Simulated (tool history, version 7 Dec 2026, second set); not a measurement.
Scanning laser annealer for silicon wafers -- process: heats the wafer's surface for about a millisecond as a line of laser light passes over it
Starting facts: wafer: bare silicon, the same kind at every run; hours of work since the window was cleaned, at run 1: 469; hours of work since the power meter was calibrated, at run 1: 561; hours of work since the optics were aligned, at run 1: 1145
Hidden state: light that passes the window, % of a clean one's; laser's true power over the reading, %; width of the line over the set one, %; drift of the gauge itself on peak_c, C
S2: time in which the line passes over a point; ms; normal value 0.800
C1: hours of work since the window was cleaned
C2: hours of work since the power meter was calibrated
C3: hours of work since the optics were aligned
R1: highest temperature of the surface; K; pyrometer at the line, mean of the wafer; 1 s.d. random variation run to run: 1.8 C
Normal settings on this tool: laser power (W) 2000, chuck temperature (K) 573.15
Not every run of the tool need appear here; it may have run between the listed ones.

run 1 hour=0.0 | laser_power_(W)=2000 S2=0.800 chuck_temperature_(K)=573.15 | C1=469 C2=561 C3=1145 | R1=1314.15
run 2 hour=12.7 | laser_power_(W)=2000 S2=0.800 chuck_temperature_(K)=573.15 | C1=478 C2=570 C3=1154 | R1=1309.15
run 3 hour=24.0 | laser_power_(W)=2000 S2=0.800 chuck_temperature_(K)=573.15 | C1=486 C2=579 C3=1163 | R1=1314.15
run 4 hour=39.9 | laser_power_(W)=2142 S2=0.800 chuck_temperature_(K)=573.15 | C1=498 C2=590 C3=1174 | R1=1361.15
-- hour=60.6 window over the wafer cleaned
run 5 hour=62.6 | laser_power_(W)=2142 S2=0.800 chuck_temperature_(K)=573.15 | C1=1 C2=605 C3=1189 | R1=1400.15
run 6 hour=90.0 | laser_power_(W)=2142 S2=0.800 chuck_temperature_(K)=573.15 | C1=21 C2=625 C3=1209 | R1=1397.15
run 7 hour=111.7 | laser_power_(W)=2000 S2=0.800 chuck_temperature_(K)=573.15 | C1=37 C2=641 C3=1225 | R1=1341.15
run 8 hour=133.4 | laser_power_(W)=2000 S2=0.800 chuck_temperature_(K)=573.15 | C1=53 C2=657 C3=1241 | R1=1341.15
run 9 hour=149.9 | laser_power_(W)=2000 S2=0.800 chuck_temperature_(K)=573.15 | C1=65 C2=669 C3=1253 | R1=1341.15
run 10 hour=170.0 | laser_power_(W)=2000 S2=0.800 chuck_temperature_(K)=573.15 | C1=79 C2=683 C3=1267 | R1=1341.15
run 11 hour=192.7 | laser_power_(W)=2000 S2=0.800 chuck_temperature_(K)=573.15 | C1=96 C2=700 C3=1284 | R1=1342.15
run 12 hour=219.9 | laser_power_(W)=2000 S2=0.800 chuck_temperature_(K)=573.15 | C1=116 C2=719 C3=1303 | R1=1339.15
run 13 hour=236.7 | laser_power_(W)=2000 S2=0.800 chuck_temperature_(K)=573.15 | C1=128 C2=732 C3=1316 | R1=1336.15
run 14 hour=261.9 | laser_power_(W)=2107 S2=0.911 chuck_temperature_(K)=570.15 | C1=146 C2=750 C3=1334 | R1=1432.15
run 15 hour=274.7 | laser_power_(W)=1906 S2=0.942 chuck_temperature_(K)=605.15 | C1=155 C2=759 C3=1343 | R1=1399.15
-- hour=279.3 laser's power meter calibrated
run 16 hour=304.4 | laser_power_(W)=1906 S2=0.942 chuck_temperature_(K)=605.15 | C1=175 C2=18 C3=1363 | R1=1401.15
run 17 hour=316.5 | laser_power_(W)=2163 S2=0.952 chuck_temperature_(K)=573.15 | C1=184 C2=27 C3=1371 | R1=1472.15
run 18 hour=337.0 | laser_power_(W)=1870 S2=0.800 chuck_temperature_(K)=573.15 | C1=198 C2=42 C3=1386 | R1=1283.15
run 19 hour=360.6 | laser_power_(W)=2084 S2=0.722 chuck_temperature_(K)=599.15 | C1=216 C2=59 C3=1403 | R1=1345.15
run 20 hour=381.5 | laser_power_(W)=2084 S2=0.722 chuck_temperature_(K)=599.15 | C1=231 C2=74 C3=1419 | R1=1339.15
run 21 hour=407.0 | laser_power_(W)=2000 S2=0.800 chuck_temperature_(K)=549.15 | C1=249 C2=93 C3=1437 | R1=1302.15
run 22 hour=427.6 | laser_power_(W)=2000 S2=0.800 chuck_temperature_(K)=612.15 | C1=264 C2=108 C3=1452 | R1=1365.15
-- hour=439.6 laser's power meter calibrated, once more
run 23 hour=445.6 | laser_power_(W)=2000 S2=0.800 chuck_temperature_(K)=612.15 | C1=275 C2=4 C3=1463 | R1=1363.15

Alternative continuations, all from the tool just after run 23; predict every row:
run A hour=472.4 | laser_power_(W)=2000 S2=0.856 chuck_temperature_(K)=612.15 | C1=295 C2=24 C3=1482 | R1=?
run B hour=472.4 | laser_power_(W)=1880 S2=0.897 chuck_temperature_(K)=612.15 | C1=295 C2=24 C3=1482 | R1=?
run C hour=472.4 | laser_power_(W)=2000 S2=0.634 chuck_temperature_(K)=573.15 | C1=295 C2=24 C3=1482 | R1=?

run=A R1=1391.15
run=B R1=1364.15
run=C R1=1235.15
Take away the tool's hidden state, keep each run's random variation, and the runs would have read:
run=A R1=1419.15
run=B R1=1391.15
run=C R1=1258.15

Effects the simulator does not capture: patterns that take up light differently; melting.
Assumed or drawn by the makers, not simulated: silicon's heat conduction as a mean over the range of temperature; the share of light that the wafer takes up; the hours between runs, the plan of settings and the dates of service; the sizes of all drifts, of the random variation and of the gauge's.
